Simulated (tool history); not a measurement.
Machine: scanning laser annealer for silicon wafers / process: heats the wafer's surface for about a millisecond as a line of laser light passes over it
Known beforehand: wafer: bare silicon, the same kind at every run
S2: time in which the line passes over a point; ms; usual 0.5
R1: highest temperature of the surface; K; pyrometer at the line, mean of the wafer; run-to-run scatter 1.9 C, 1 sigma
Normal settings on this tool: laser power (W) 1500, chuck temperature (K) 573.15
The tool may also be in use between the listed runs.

run 1 hour=0 | laser_power_(W)=1500 S2=0.5 chuck_temperature_(K)=573.15 | R1=1415.15
run 2 hour=11 | laser_power_(W)=1500 S2=0.5 chuck_temperature_(K)=573.15 | R1=1415.15
run 3 hour=17.6 | laser_power_(W)=1500 S2=0.5 chuck_temperature_(K)=573.15 | R1=1413.15
run 4 hour=25.7 | laser_power_(W)=1500 S2=0.5 chuck_temperature_(K)=573.15 | R1=1415.15
run 5 hour=33.5 | laser_power_(W)=1500 S2=0.5 chuck_temperature_(K)=573.15 | R1=1415.15
run 6 hour=38.5 | laser_power_(W)=1500 S2=0.5 chuck_temperature_(K)=573.15 | R1=1416.15
run 7 hour=48.4 | laser_power_(W)=1500 S2=0.5 chuck_temperature_(K)=604.15 | R1=1447.15
run 8 hour=59.8 | laser_power_(W)=1500 S2=0.5 chuck_temperature_(K)=573.15 | R1=1418.15
run 9 hour=67.8 | laser_power_(W)=1539 S2=0.5 chuck_temperature_(K)=573.15 | R1=1437.15
run 10 hour=78.8 | laser_power_(W)=1539 S2=0.5 chuck_temperature_(K)=573.15 | R1=1437.15
run 11 hour=86.6 | laser_power_(W)=1539 S2=0.5 chuck_temperature_(K)=573.15 | R1=1436.15
run 12 hour=96.9 | laser_power_(W)=1539 S2=0.5 chuck_temperature_(K)=573.15 | R1=1439.15
run 13 hour=105.3 | laser_power_(W)=1539 S2=0.5 chuck_temperature_(K)=573.15 | R1=1435.15
run 14 hour=115.6 | laser_power_(W)=1539 S2=0.5 chuck_temperature_(K)=573.15 | R1=1435.15
run 15 hour=123.2 | laser_power_(W)=1539 S2=0.5 chuck_temperature_(K)=573.15 | R1=1433.15
run 16 hour=133.3 | laser_power_(W)=1539 S2=0.5 chuck_temperature_(K)=573.15 | R1=1434.15
run 17 hour=138.2 | laser_power_(W)=1539 S2=0.5 chuck_temperature_(K)=573.15 | R1=1433.15
run 18 hour=147.7 | laser_power_(W)=1539 S2=0.5 chuck_temperature_(K)=573.15 | R1=1438.15
run 19 hour=159.3 | laser_power_(W)=1539 S2=0.5 chuck_temperature_(K)=573.15 | R1=1434.15
run 20 hour=167.3 | laser_power_(W)=1539 S2=0.5 chuck_temperature_(K)=573.15 | R1=1435.15
run 21 hour=178.4 | laser_power_(W)=1539 S2=0.5 chuck_temperature_(K)=573.15 | R1=1431.15
run 22 hour=187.4 | laser_power_(W)=1500 S2=0.46 chuck_temperature_(K)=573.15 | R1=1380.15
run 23 hour=198.4 | laser_power_(W)=1500 S2=0.46 chuck_temperature_(K)=573.15 | R1=1382.15
run 24 hour=207 | laser_power_(W)=1403 S2=0.406 chuck_temperature_(K)=578.15 | R1=1290.15
run 25 hour=216.9 | laser_power_(W)=1617 S2=0.352 chuck_temperature_(K)=578.15 | R1=1332.15
run 26 hour=227.5 | laser_power_(W)=1558 S2=0.492 chuck_temperature_(K)=573.15 | R1=1439.15
run 27 hour=233.9 | laser_power_(W)=1558 S2=0.492 chuck_temperature_(K)=573.15 | R1=1440.15
run 28 hour=242.7 | laser_power_(W)=1558 S2=0.492 chuck_temperature_(K)=573.15 | R1=1439.15
run 29 hour=249 | laser_power_(W)=1408 S2=0.611 chuck_temperature_(K)=543.15 | R1=1422.15
run 30 hour=254 | laser_power_(W)=1408 S2=0.414 chuck_temperature_(K)=543.15 | R1=1263.15
run 31 hour=263.9 | laser_power_(W)=1408 S2=0.414 chuck_temperature_(K)=543.15 | R1=1263.15
run 32 hour=269.6 | laser_power_(W)=1408 S2=0.414 chuck_temperature_(K)=543.15 | R1=1262.15
run 33 hour=277.6 | laser_power_(W)=1375 S2=0.572 chuck_temperature_(K)=574.15 | R1=1406.15
run 34 hour=283.7 | laser_power_(W)=1375 S2=0.515 chuck_temperature_(K)=551.15 | R1=1338.15
run 35 hour=290.1 | laser_power_(W)=1593 S2=0.449 chuck_temperature_(K)=603.15 | R1=1443.15
run 36 hour=301.1 | laser_power_(W)=1500 S2=0.407 chuck_temperature_(K)=573.15 | R1=1333.15
run 37 hour=312.6 | laser_power_(W)=1314 S2=0.573 chuck_temperature_(K)=609.15 | R1=1406.15
run 38 hour=321.6 | laser_power_(W)=1442 S2=0.417 chuck_temperature_(K)=582.15 | R1=1322.15
run 39 hour=330.9 | laser_power_(W)=1442 S2=0.417 chuck_temperature_(K)=582.15 | R1=1319.15
run 40 hour=340 | laser_power_(W)=1442 S2=0.417 chuck_temperature_(K)=582.15 | R1=1320.15
run 41 hour=348 | laser_power_(W)=1309 S2=0.5 chuck_temperature_(K)=595.15 | R1=1336.15
run 42 hour=353.7 | laser_power_(W)=1309 S2=0.5 chuck_temperature_(K)=595.15 | R1=1337.15

Below are 3 alternative next runs, each starting from the tool's condition after run 42. Predict each:
run A hour=362.7 | laser_power_(W)=1309 S2=0.619 chuck_temperature_(K)=602.15 | R1=?
run B hour=362.7 | laser_power_(W)=1328 S2=0.412 chuck_temperature_(K)=583.15 | R1=?
run C hour=362.7 | laser_power_(W)=1364 S2=0.5 chuck_temperature_(K)=595.15 | R1=?

run=A R1=1429.15
run=B R1=1259.15
run=C R1=1365.15
Without the tool's unlogged condition, the same runs would have read:
run=A R1=1429.15
run=B R1=1260.15
run=C R1=1365.15

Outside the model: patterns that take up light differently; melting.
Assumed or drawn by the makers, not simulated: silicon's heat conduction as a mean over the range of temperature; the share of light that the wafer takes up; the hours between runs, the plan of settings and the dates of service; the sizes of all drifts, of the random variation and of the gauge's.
